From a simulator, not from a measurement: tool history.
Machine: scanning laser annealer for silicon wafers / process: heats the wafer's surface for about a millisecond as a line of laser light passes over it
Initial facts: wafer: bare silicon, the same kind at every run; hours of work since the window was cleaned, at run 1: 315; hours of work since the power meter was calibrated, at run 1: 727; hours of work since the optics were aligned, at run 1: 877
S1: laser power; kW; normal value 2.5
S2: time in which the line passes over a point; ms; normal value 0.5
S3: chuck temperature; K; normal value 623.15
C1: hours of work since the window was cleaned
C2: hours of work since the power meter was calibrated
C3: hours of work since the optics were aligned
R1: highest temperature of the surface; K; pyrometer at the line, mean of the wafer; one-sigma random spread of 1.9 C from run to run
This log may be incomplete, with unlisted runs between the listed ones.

run	hour	S1	S2	S3	C1	C2	C3	R1
1	0	2.5	0.5	623.15	315	727	877	1471.15
2	22.5	2.5	0.5	583.15	332	745	894	1433.15
3	36.5	2.5	0.5	583.15	343	755	905	1427.15
4	48.4	2.5	0.5	609.15	352	765	914	1457.15
5	59.1	2.5	0.5	609.15	360	773	922	1460.15
6	82.7	2.5	0.5	623.15	378	791	940	1468.15
7	95.5	2.5	0.5	623.15	388	801	950	1472.15
8	106.5	2.5	0.5	623.15	397	809	959	1470.15
9	129	2.572	0.553	662.15	414	827	976	1583.15
10	150.3	2.164	0.448	657.15	430	843	992	1338.15
# hour 159.8: window over the wafer cleaned
11	172.5	2.5	0.449	623.15	10	859	1008	1426.15
12	188.6	2.616	0.362	623.15	22	871	1020	1388.15
13	199.6	2.234	0.428	597.15	31	880	1029	1286.15
14	215.3	2.234	0.428	597.15	43	892	1041	1289.15
15	231.6	2.442	0.575	627.15	55	904	1053	1510.15

Here are 4 independent what-if runs from the current tool condition. What would each one return?
A	246.9	2.442	0.575	606.15	67	916	1065	?
B	246.9	2.593	0.552	599.15	67	916	1065	?
C	246.9	2.629	0.5	623.15	67	916	1065	?
D	246.9	2.183	0.55	594.15	67	916	1065	?

run	R1
A	1490.15
B	1526.15
C	1520.15
D	1352.15
Had the tool no hidden state, the same runs would have come out as:
run	R1
A	1491.15
B	1526.15
C	1520.15
D	1352.15
